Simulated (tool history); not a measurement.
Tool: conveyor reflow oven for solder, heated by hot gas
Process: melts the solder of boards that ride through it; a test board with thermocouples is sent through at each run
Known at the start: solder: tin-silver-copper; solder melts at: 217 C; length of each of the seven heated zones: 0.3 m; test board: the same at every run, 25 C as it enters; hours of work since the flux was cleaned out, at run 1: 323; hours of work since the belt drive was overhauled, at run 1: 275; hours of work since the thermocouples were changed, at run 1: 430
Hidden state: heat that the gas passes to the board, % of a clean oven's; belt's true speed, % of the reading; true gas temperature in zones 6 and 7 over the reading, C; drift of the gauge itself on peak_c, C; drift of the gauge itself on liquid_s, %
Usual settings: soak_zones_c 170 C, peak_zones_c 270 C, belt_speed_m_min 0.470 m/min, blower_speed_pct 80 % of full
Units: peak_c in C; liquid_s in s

run   hour  soak_zones_c  peak_zones_c  belt_speed_m_min  blower_speed_pct  hours of work since the flux was cleaned out  hours of work since the belt drive was overhauled  hours of work since the thermocouples were changed  peak_c  liquid_s
  1    0.0           170           270             0.470                80                                           323                                                275                                                 430   258.6     61.92
  2    9.6           170           270             0.466                80                                           330                                                282                                                 437   259.2     62.40
  3   15.5           170           270             0.466                80                                           334                                                287                                                 441   258.8     62.60
  4   25.2           170           270             0.399                80                                           341                                                293                                                 448   262.2     76.48
  5   31.0           170           270             0.470                55                                           345                                                298                                                 452   253.5     56.94
      35.9  -- belt drive overhauled, speed set with a stopwatch
  6   40.0           170           270             0.470                55                                           349                                                  3                                                 456   252.7     57.22
  7   48.7           170           270             0.470                55                                           355                                                  9                                                 462   253.1     57.06
      57.5  -- flux residue cleaned out of gas plates and filters
  8   58.9           170           270             0.470                51                                             1                                                 13                                                 466   252.2     56.47
  9   70.2           184           278             0.503                59                                             9                                                 21                                                 474   262.4     63.47
      75.5  -- belt drive overhauled, speed set with a stopwatch, once more
 10   79.4           184           278             0.503                59                                            13                                                  3                                                 478   262.1     62.90
 11   90.3           159           270             0.549                76                                            21                                                 11                                                 485   252.1     45.26
 12   96.4           179           270             0.457                76                                            25                                                 15                                                 490   259.5     67.45
 13  102.7           170           270             0.488                77                                            30                                                 20                                                 494   257.7     58.31
 14  107.5           170           259             0.524                77                                            33                                                 23                                                 498   245.7     46.70
 15  112.4           170           259             0.524                77                                            37                                                 27                                                 501   245.7     46.72

Forecast each of these 3 alternatives for the next run:
  A  119.7           179           276             0.470                80                                            42                                                 32                                                 507       ?         ?
  B  119.7           170           273             0.524                77                                            42                                                 32                                                 507       ?         ?
  C  119.7           170           269             0.531                57                                            42                                                 32                                                 507       ?         ?

run  peak_c  liquid_s
  A   265.5     68.07
  B   258.4     54.50
  C   248.6     46.66
Without the tool's hidden state the same runs would have given:
run  peak_c  liquid_s
  A   266.8     68.67
  B   259.8     55.26
  C   249.9     47.62
